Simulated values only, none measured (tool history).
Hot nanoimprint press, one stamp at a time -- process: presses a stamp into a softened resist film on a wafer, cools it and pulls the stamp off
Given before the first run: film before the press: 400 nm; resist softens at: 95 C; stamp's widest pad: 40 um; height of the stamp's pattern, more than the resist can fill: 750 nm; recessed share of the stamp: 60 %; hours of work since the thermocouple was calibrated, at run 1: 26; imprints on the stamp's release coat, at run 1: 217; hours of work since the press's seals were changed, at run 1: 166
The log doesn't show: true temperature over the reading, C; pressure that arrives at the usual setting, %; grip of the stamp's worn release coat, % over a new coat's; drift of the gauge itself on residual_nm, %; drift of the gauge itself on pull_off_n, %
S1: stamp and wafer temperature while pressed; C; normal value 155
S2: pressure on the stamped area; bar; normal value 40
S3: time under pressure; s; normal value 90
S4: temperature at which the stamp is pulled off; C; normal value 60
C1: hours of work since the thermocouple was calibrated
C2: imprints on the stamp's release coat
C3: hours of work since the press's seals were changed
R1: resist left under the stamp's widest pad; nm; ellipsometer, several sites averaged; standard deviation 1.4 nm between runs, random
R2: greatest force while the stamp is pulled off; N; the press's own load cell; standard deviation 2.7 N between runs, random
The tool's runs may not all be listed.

{"run": 1, "hour": 0.0, "S1": 155, "S2": 40, "S3": 90, "S4": 60, "C1": 26, "C2": 217, "C3": 166, "R1": 229.5, "R2": 129}
{"run": 2, "hour": 8.7, "S1": 155, "S2": 40, "S3": 90, "S4": 60, "C1": 30, "C2": 230, "C3": 170, "R1": 227.7, "R2": 128}
{"run": 3, "hour": 17.9, "S1": 155, "S2": 40, "S3": 90, "S4": 65, "C1": 34, "C2": 244, "C3": 175, "R1": 233, "R2": 114}
{"run": 4, "hour": 23.3, "S1": 155, "S2": 40, "S3": 90, "S4": 65, "C1": 37, "C2": 252, "C3": 177, "R1": 230.5, "R2": 111}
{"run": 5, "hour": 33.4, "S1": 155, "S2": 40, "S3": 90, "S4": 60, "C1": 42, "C2": 268, "C3": 182, "R1": 231.5, "R2": 126}
{"run": 6, "hour": 43.7, "S1": 155, "S2": 40, "S3": 90, "S4": 60, "C1": 47, "C2": 284, "C3": 187, "R1": 229.6, "R2": 129}
{"run": 7, "hour": 48.0, "S1": 155, "S2": 40, "S3": 90, "S4": 60, "C1": 49, "C2": 291, "C3": 189, "R1": 229.2, "R2": 128}
{"run": 8, "hour": 55.8, "S1": 155, "S2": 40, "S3": 90, "S4": 60, "C1": 52, "C2": 303, "C3": 193, "R1": 230.2, "R2": 136}
{"run": 9, "hour": 66.3, "S1": 155, "S2": 40, "S3": 90, "S4": 60, "C1": 57, "C2": 319, "C3": 197, "R1": 228, "R2": 136}
{"run": 10, "hour": 74.0, "S1": 155, "S2": 40, "S3": 90, "S4": 60, "C1": 61, "C2": 331, "C3": 201, "R1": 230, "R2": 132}
{"run": 11, "hour": 79.9, "S1": 155, "S2": 40, "S3": 90, "S4": 60, "C1": 64, "C2": 340, "C3": 204, "R1": 233.1, "R2": 131}
{"run": 12, "hour": 89.8, "S1": 155, "S2": 41.3, "S3": 175, "S4": 60, "C1": 68, "C2": 355, "C3": 209, "R1": 176.1, "R2": 133}
{"run": 13, "hour": 94.2, "S1": 155, "S2": 41.3, "S3": 175, "S4": 60, "C1": 70, "C2": 362, "C3": 211, "R1": 179.3, "R2": 134}
{"run": 14, "hour": 100.6, "S1": 149, "S2": 24.4, "S3": 115, "S4": 59, "C1": 73, "C2": 372, "C3": 214, "R1": 325.8, "R2": 137}
{"run": 15, "hour": 105.8, "S1": 149, "S2": 24.4, "S3": 115, "S4": 59, "C1": 76, "C2": 380, "C3": 216, "R1": 326.8, "R2": 138}
{"run": 16, "hour": 112.2, "S1": 155, "S2": 40, "S3": 108, "S4": 52, "C1": 79, "C2": 390, "C3": 219, "R1": 219.6, "R2": 167}
{"run": 17, "hour": 116.6, "S1": 155, "S2": 40, "S3": 108, "S4": 52, "C1": 81, "C2": 397, "C3": 221, "R1": 216.1, "R2": 163}
{"run": 18, "hour": 121.1, "S1": 148, "S2": 27.2, "S3": 110, "S4": 62, "C1": 83, "C2": 404, "C3": 223, "R1": 334, "R2": 125}
{"run": 19, "hour": 127.5, "S1": 155, "S2": 40, "S3": 90, "S4": 48, "C1": 86, "C2": 413, "C3": 226, "R1": 233.3, "R2": 181}
{"run": 20, "hour": 136.7, "S1": 155, "S2": 40, "S3": 90, "S4": 48, "C1": 90, "C2": 428, "C3": 231, "R1": 230.6, "R2": 180}
{"run": 21, "hour": 147.2, "S1": 155, "S2": 40, "S3": 90, "S4": 48, "C1": 95, "C2": 444, "C3": 236, "R1": 231.5, "R2": 178}

3 ways to go on from here, each from the tool as it stands after run 21. What would each give?
{"run": "A", "hour": 151.6, "S1": 155, "S2": 40, "S3": 90, "S4": 54, "C1": 97, "C2": 450, "C3": 238, "R1": "?", "R2": "?"}
{"run": "B", "hour": 151.6, "S1": 155, "S2": 40, "S3": 55, "S4": 46, "C1": 97, "C2": 450, "C3": 238, "R1": "?", "R2": "?"}
{"run": "C", "hour": 151.6, "S1": 155, "S2": 40, "S3": 90, "S4": 52, "C1": 97, "C2": 450, "C3": 238, "R1": "?", "R2": "?"}

run=A R1=233.9 R2=152
run=B R1=266.5 R2=187
run=C R1=231.8 R2=162
With no hidden state in the tool, these same runs would have given:
run=A R1=225.7 R2=142
run=B R1=258.7 R2=175
run=C R1=223.7 R2=152
